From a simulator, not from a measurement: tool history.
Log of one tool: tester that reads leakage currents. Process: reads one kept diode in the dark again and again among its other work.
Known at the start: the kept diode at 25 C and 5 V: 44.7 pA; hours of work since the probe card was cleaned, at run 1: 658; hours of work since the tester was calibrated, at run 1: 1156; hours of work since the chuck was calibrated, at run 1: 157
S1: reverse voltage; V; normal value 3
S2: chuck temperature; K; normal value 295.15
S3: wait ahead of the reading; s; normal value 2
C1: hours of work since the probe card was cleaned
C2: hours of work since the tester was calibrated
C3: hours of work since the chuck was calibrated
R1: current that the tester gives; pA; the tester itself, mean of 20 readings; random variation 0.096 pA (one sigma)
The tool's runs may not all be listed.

{"run": 1, "hour": 0.0, "S1": 3, "S2": 295.15, "S3": 2, "C1": 658, "C2": 1156, "C3": 157, "R1": 30.17}
{"run": 2, "hour": 125.0, "S1": 3, "S2": 295.15, "S3": 2, "C1": 735, "C2": 1234, "C3": 234, "R1": 30.79}
{"run": 3, "hour": 194.4, "S1": 10.49, "S2": 295.15, "S3": 2, "C1": 778, "C2": 1277, "C3": 277, "R1": 66.5}
{"run": 4, "hour": 272.5, "S1": 10.49, "S2": 295.15, "S3": 2, "C1": 827, "C2": 1325, "C3": 325, "R1": 67.34}
{"run": 5, "hour": 406.7, "S1": 10.49, "S2": 309.15, "S3": 2, "C1": 910, "C2": 1408, "C3": 408, "R1": 165.13}
{"run": 6, "hour": 517.9, "S1": 10.49, "S2": 309.15, "S3": 2, "C1": 979, "C2": 1477, "C3": 477, "R1": 165.92}
{"run": 7, "hour": 632.6, "S1": 10.49, "S2": 309.15, "S3": 2, "C1": 1049, "C2": 1548, "C3": 548, "R1": 166.96}
{"run": 8, "hour": 731.8, "S1": 10.49, "S2": 309.15, "S3": 2, "C1": 1111, "C2": 1609, "C3": 609, "R1": 169.83}
{"run": 9, "hour": 853.1, "S1": 3, "S2": 295.15, "S3": 2, "C1": 1186, "C2": 1684, "C3": 684, "R1": 33.26}
{"run": 10, "hour": 979.2, "S1": 3, "S2": 295.15, "S3": 2, "C1": 1264, "C2": 1762, "C3": 762, "R1": 33.59}
{"run": 11, "hour": 1069.0, "S1": 3, "S2": 295.15, "S3": 2, "C1": 1319, "C2": 1818, "C3": 818, "R1": 34.09}
{"run": 12, "hour": 1131.1, "S1": 3, "S2": 328.15, "S3": 2, "C1": 1358, "C2": 1856, "C3": 856, "R1": 270.57}
{"run": 13, "hour": 1279.8, "S1": 3, "S2": 328.15, "S3": 2, "C1": 1450, "C2": 1948, "C3": 948, "R1": 272.22}
{"run": 14, "hour": 1419.7, "S1": 3, "S2": 328.15, "S3": 2, "C1": 1536, "C2": 2035, "C3": 1035, "R1": 273.52}
{"run": 15, "hour": 1533.2, "S1": 3, "S2": 328.15, "S3": 2, "C1": 1607, "C2": 2105, "C3": 1105, "R1": 276.33}
{"run": 16, "hour": 1649.2, "S1": 3, "S2": 295.15, "S3": 2, "C1": 1678, "C2": 2177, "C3": 1177, "R1": 36.15}
{"run": 17, "hour": 1738.5, "S1": 3, "S2": 295.15, "S3": 2, "C1": 1734, "C2": 2232, "C3": 1232, "R1": 36.52}
{"run": 18, "hour": 1800.7, "S1": 4.1, "S2": 295.15, "S3": 2, "C1": 1772, "C2": 2270, "C3": 1271, "R1": 44.98}
{"run": 19, "hour": 1917.4, "S1": 4.1, "S2": 295.15, "S3": 2, "C1": 1844, "C2": 2343, "C3": 1343, "R1": 45.52}
{"run": 20, "hour": 1986.9, "S1": 4.1, "S2": 295.15, "S3": 2, "C1": 1887, "C2": 2386, "C3": 1386, "R1": 46}
{"run": 21, "hour": 2075.5, "S1": 2.05, "S2": 328.15, "S3": 1.24, "C1": 1942, "C2": 2440, "C3": 1441, "R1": 227.14}
{"run": 22, "hour": 2158.0, "S1": 13.12, "S2": 307.15, "S3": 0.47, "C1": 1993, "C2": 2491, "C3": 1492, "R1": 201.48}
{"run": 23, "hour": 2242.2, "S1": 1.01, "S2": 330.15, "S3": 3.65, "C1": 2045, "C2": 2543, "C3": 1544, "R1": 174.75}
{"hour": 2294.1, "done": "probe card cleaned and baked"}
{"run": 24, "hour": 2359.1, "S1": 1.01, "S2": 301.15, "S3": 1.69, "C1": 40, "C2": 2614, "C3": 1614, "R1": 26.16}
{"run": 25, "hour": 2502.1, "S1": 13.98, "S2": 295.15, "S3": 2, "C1": 129, "C2": 2702, "C3": 1703, "R1": 75.83}
{"run": 26, "hour": 2618.3, "S1": 1.52, "S2": 306.15, "S3": 2, "C1": 201, "C2": 2774, "C3": 1775, "R1": 47.29}
{"run": 27, "hour": 2750.1, "S1": 6.37, "S2": 309.15, "S3": 2, "C1": 282, "C2": 2856, "C3": 1856, "R1": 130.34}
{"run": 28, "hour": 2874.5, "S1": 3.95, "S2": 325.15, "S3": 6.57, "C1": 359, "C2": 2933, "C3": 1933, "R1": 277.21}
{"run": 29, "hour": 2967.2, "S1": 3, "S2": 296.15, "S3": 2, "C1": 416, "C2": 2990, "C3": 1990, "R1": 35.49}
{"run": 30, "hour": 3112.1, "S1": 2.47, "S2": 296.15, "S3": 0.39, "C1": 506, "C2": 3080, "C3": 2080, "R1": 33.87}

The next listed run, before its measurement:
{"run": 31, "hour": 3241.4, "S1": 3.16, "S2": 321.15, "S3": 0.39, "C1": 586, "C2": 3160, "C3": 2160, "R1": "?"}

{"run 31": {"R1": 196.66}}
If the tool had no hidden condition, the same run with the same run-to-run variation would have returned R1 168.98 pA.

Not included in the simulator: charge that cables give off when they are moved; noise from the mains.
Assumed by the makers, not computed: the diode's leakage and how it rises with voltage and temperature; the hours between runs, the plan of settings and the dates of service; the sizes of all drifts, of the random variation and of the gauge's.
